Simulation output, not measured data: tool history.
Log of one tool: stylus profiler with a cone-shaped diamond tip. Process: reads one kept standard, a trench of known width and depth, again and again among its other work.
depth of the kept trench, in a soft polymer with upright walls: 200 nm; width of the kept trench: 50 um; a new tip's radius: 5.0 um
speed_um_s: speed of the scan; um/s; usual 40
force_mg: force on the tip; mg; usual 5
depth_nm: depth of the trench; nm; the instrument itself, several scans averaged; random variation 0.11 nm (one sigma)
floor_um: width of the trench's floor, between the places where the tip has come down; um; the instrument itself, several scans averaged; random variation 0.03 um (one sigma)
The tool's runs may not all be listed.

run	hour	speed_um_s	force_mg	depth_nm	floor_um
1	0	40	5	201.53	46.99
2	21.7	40	10.95	203.32	46.94
3	70.2	40	10.95	202.94	46.94
4	116.4	40	5	201.6	46.92
5	150.3	40	2.32	200.67	46.89
6	176.4	40	5	201.73	46.86
7	202.6	40	10.03	203.14	46.96
8	233.1	40	10.03	202.88	46.91
9	281.6	40	10.03	202.9	46.94
10	302.5	53	13.52	203.8	46.92
11	337.4	53	13.52	203.47	46.89
12	366.3	83	2.36	200.34	46.72
13	386	154	8.42	202.55	46.66
14	423.1	154	8.42	202.29	46.71

Run 15 comes next. What will it give?
15	454.9	154	8.42	?	?

{"run 15": {"depth_nm": 202.24, "floor_um": 46.71}}
Without the tool's hidden state the same run would have given depth_nm 203.31 nm, floor_um 46.96 um.
